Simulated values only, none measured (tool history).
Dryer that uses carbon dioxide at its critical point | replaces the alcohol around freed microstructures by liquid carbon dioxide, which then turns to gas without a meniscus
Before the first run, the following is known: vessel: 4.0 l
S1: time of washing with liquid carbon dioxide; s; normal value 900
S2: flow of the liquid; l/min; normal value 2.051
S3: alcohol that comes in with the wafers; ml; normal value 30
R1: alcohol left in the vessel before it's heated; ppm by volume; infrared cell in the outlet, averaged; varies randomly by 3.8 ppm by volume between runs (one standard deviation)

{"run": 1, "hour": 0.0, "S1": 900, "S2": 2.051, "S3": 30, "R1": 103}
{"run": 2, "hour": 14.8, "S1": 900, "S2": 2.051, "S3": 82, "R1": 181}
{"run": 3, "hour": 36.5, "S1": 900, "S2": 2.051, "S3": 82, "R1": 181}
{"run": 4, "hour": 56.8, "S1": 900, "S2": 2.051, "S3": 82, "R1": 192}
{"run": 5, "hour": 69.8, "S1": 900, "S2": 2.93, "S3": 82, "R1": 76}
{"run": 6, "hour": 82.8, "S1": 900, "S2": 2.93, "S3": 82, "R1": 78}
{"run": 7, "hour": 100.8, "S1": 900, "S2": 2.93, "S3": 82, "R1": 78}
{"run": 8, "hour": 117.9, "S1": 900, "S2": 2.93, "S3": 82, "R1": 83}
{"run": 9, "hour": 127.7, "S1": 900, "S2": 2.93, "S3": 82, "R1": 91}
{"run": 10, "hour": 145.7, "S1": 900, "S2": 2.93, "S3": 82, "R1": 89}
{"run": 11, "hour": 159.1, "S1": 900, "S2": 2.93, "S3": 82, "R1": 94}
{"run": 12, "hour": 172.8, "S1": 900, "S2": 2.051, "S3": 30, "R1": 133}
{"run": 13, "hour": 186.1, "S1": 900, "S2": 2.051, "S3": 30, "R1": 136}
{"hour": 190.9, "done": "inlet filter changed"}
{"run": 14, "hour": 208.0, "S1": 900, "S2": 2.051, "S3": 30, "R1": 101}
{"run": 15, "hour": 218.8, "S1": 900, "S2": 2.051, "S3": 30, "R1": 91}
{"run": 16, "hour": 232.1, "S1": 900, "S2": 2.051, "S3": 30, "R1": 103}
{"run": 17, "hour": 250.1, "S1": 900, "S2": 2.051, "S3": 30, "R1": 105}
{"run": 18, "hour": 271.4, "S1": 900, "S2": 2.051, "S3": 30, "R1": 106}
{"run": 19, "hour": 291.7, "S1": 900, "S2": 2.051, "S3": 30, "R1": 113}
{"run": 20, "hour": 301.6, "S1": 900, "S2": 2.051, "S3": 39, "R1": 124}
{"hour": 316.6, "done": "purifier's bed changed"}
{"run": 21, "hour": 320.5, "S1": 900, "S2": 1.67, "S3": 30, "R1": 117}
{"run": 22, "hour": 340.5, "S1": 900, "S2": 2.051, "S3": 30, "R1": 48}
{"run": 23, "hour": 349.9, "S1": 900, "S2": 2.051, "S3": 30, "R1": 49}
{"run": 24, "hour": 364.2, "S1": 900, "S2": 2.051, "S3": 30, "R1": 56}
{"run": 25, "hour": 379.1, "S1": 1260, "S2": 2.83, "S3": 30, "R1": 8}
{"run": 26, "hour": 398.5, "S1": 1260, "S2": 2.83, "S3": 30, "R1": 14}
{"run": 27, "hour": 412.9, "S1": 960, "S2": 2.84, "S3": 30, "R1": 15}
{"run": 28, "hour": 428.9, "S1": 1260, "S2": 2.85, "S3": 108, "R1": 11}
{"run": 29, "hour": 447.9, "S1": 1260, "S2": 2.85, "S3": 108, "R1": 14}
{"run": 30, "hour": 459.8, "S1": 600, "S2": 1.8, "S3": 30, "R1": 443}
{"run": 31, "hour": 474.8, "S1": 1380, "S2": 2.051, "S3": 30, "R1": 19}
{"run": 32, "hour": 490.8, "S1": 1380, "S2": 2.98, "S3": 30, "R1": 14}
{"run": 33, "hour": 502.6, "S1": 1380, "S2": 2.98, "S3": 30, "R1": 16}
{"hour": 510.8, "done": "inlet filter changed"}
{"run": 34, "hour": 513.8, "S1": 1440, "S2": 2.48, "S3": 27, "R1": 14}

Predict the results of run 35:
{"run": 35, "hour": 529.7, "S1": 1440, "S2": 2.48, "S3": 27, "R1": "?"}

Run 35 yielded R1 20 ppm by volume.
Were there no unlogged condition in the tool, this run, its random variation unchanged, would have produced R1 8 ppm by volume.
